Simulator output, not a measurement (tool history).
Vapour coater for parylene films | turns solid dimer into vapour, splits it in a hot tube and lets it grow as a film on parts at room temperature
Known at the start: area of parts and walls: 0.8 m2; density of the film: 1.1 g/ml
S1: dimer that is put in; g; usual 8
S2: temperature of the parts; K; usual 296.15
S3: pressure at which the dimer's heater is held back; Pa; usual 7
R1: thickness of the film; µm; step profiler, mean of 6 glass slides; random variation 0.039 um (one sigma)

{"run": 1, "day": 0.0, "S1": 8, "S2": 296.15, "S3": 7, "R1": 3.97}
{"run": 2, "day": 0.479, "S1": 8, "S2": 296.15, "S3": 7, "R1": 4}
{"run": 3, "day": 0.821, "S1": 8, "S2": 296.15, "S3": 7, "R1": 3.99}
{"run": 4, "day": 1.504, "S1": 8, "S2": 296.15, "S3": 7, "R1": 3.95}
{"day": 1.796, "done": "trap's valve overhauled"}
{"run": 5, "day": 1.983, "S1": 8, "S2": 300.15, "S3": 7, "R1": 3.48}
{"run": 6, "day": 2.379, "S1": 8, "S2": 300.15, "S3": 7, "R1": 3.53}
{"run": 7, "day": 3.15, "S1": 8, "S2": 296.15, "S3": 7, "R1": 4.24}
{"run": 8, "day": 3.717, "S1": 8, "S2": 296.15, "S3": 7, "R1": 4.23}
{"run": 9, "day": 4.429, "S1": 8, "S2": 296.15, "S3": 7, "R1": 4.22}
{"run": 10, "day": 5.171, "S1": 8, "S2": 296.15, "S3": 7, "R1": 4.16}
{"run": 11, "day": 5.754, "S1": 8, "S2": 297.15, "S3": 7, "R1": 3.97}
{"run": 12, "day": 6.217, "S1": 8, "S2": 297.15, "S3": 7, "R1": 4.02}
{"run": 13, "day": 6.808, "S1": 8, "S2": 296.15, "S3": 7, "R1": 4.3}
{"run": 14, "day": 7.508, "S1": 8, "S2": 296.15, "S3": 11.33, "R1": 3.81}
{"run": 15, "day": 8.125, "S1": 8, "S2": 296.15, "S3": 11.58, "R1": 3.69}
{"run": 16, "day": 8.721, "S1": 8, "S2": 296.15, "S3": 11.58, "R1": 3.69}
{"run": 17, "day": 9.188, "S1": 8, "S2": 296.15, "S3": 11.58, "R1": 3.7}
{"run": 18, "day": 9.854, "S1": 8, "S2": 296.15, "S3": 7, "R1": 4.15}
{"run": 19, "day": 10.35, "S1": 8, "S2": 289.15, "S3": 7, "R1": 5.86}
{"run": 20, "day": 10.925, "S1": 8, "S2": 296.15, "S3": 7, "R1": 4.16}
{"run": 21, "day": 11.667, "S1": 8, "S2": 296.15, "S3": 4.17, "R1": 4.6}
{"run": 22, "day": 12.408, "S1": 8, "S2": 296.15, "S3": 4.17, "R1": 4.58}
{"run": 23, "day": 12.996, "S1": 8, "S2": 296.15, "S3": 7, "R1": 4.07}
{"run": 24, "day": 13.625, "S1": 8, "S2": 300.15, "S3": 7, "R1": 3.39}
{"run": 25, "day": 14.192, "S1": 8, "S2": 300.15, "S3": 7, "R1": 3.3}
{"run": 26, "day": 14.95, "S1": 8, "S2": 291.15, "S3": 7, "R1": 5.06}
{"run": 27, "day": 15.512, "S1": 8, "S2": 291.15, "S3": 7, "R1": 5.26}
{"run": 28, "day": 16.204, "S1": 6, "S2": 303.15, "S3": 10.82, "R1": 1.99}
{"run": 29, "day": 16.758, "S1": 12, "S2": 303.15, "S3": 5.34, "R1": 4.66}
{"run": 30, "day": 17.183, "S1": 12, "S2": 291.15, "S3": 3.61, "R1": 8.91}
{"run": 31, "day": 17.55, "S1": 7, "S2": 291.15, "S3": 7, "R1": 4.51}
{"run": 32, "day": 17.896, "S1": 8, "S2": 294.15, "S3": 5.59, "R1": 4.62}
{"run": 33, "day": 18.592, "S1": 8, "S2": 304.15, "S3": 3.4, "R1": 3.2}
{"run": 34, "day": 19.175, "S1": 8, "S2": 304.15, "S3": 3.4, "R1": 3.22}
{"run": 35, "day": 19.612, "S1": 8, "S2": 304.15, "S3": 3.4, "R1": 3.25}
{"run": 36, "day": 19.967, "S1": 5, "S2": 290.15, "S3": 3.36, "R1": 3.9}
{"run": 37, "day": 20.488, "S1": 4, "S2": 295.15, "S3": 7, "R1": 2.12}
{"run": 38, "day": 21.233, "S1": 5, "S2": 290.15, "S3": 7, "R1": 3.34}
{"run": 39, "day": 21.708, "S1": 8, "S2": 289.15, "S3": 7, "R1": 5.6}
{"run": 40, "day": 22.296, "S1": 5, "S2": 289.15, "S3": 5.88, "R1": 3.61}
{"run": 41, "day": 22.746, "S1": 5, "S2": 289.15, "S3": 5.88, "R1": 3.63}
{"run": 42, "day": 23.246, "S1": 13, "S2": 290.15, "S3": 3.9, "R1": 9.67}
{"run": 43, "day": 23.617, "S1": 5, "S2": 291.15, "S3": 7, "R1": 3.18}
{"run": 44, "day": 24.3, "S1": 5, "S2": 291.15, "S3": 4.79, "R1": 3.33}
{"run": 45, "day": 25.054, "S1": 6, "S2": 293.15, "S3": 4.9, "R1": 3.71}
{"run": 46, "day": 25.588, "S1": 4, "S2": 296.15, "S3": 7.09, "R1": 1.93}
{"day": 26.446, "done": "trap's valve overhauled"}
{"run": 47, "day": 26.458, "S1": 8, "S2": 296.15, "S3": 6.61, "R1": 4.3}

Forecast each of these 3 alternatives for the next run:
{"run": "A", "day": 26.938, "S1": 8, "S2": 296.15, "S3": 7, "R1": "?"}
{"run": "B", "day": 26.938, "S1": 11, "S2": 296.15, "S3": 7.95, "R1": "?"}
{"run": "C", "day": 26.938, "S1": 8, "S2": 303.15, "S3": 11.48, "R1": "?"}

run=A R1=4.28
run=B R1=5.68
run=C R1=2.75
Without the tool's hidden state the same runs would have given:
run=A R1=4.2
run=B R1=5.58
run=C R1=2.7
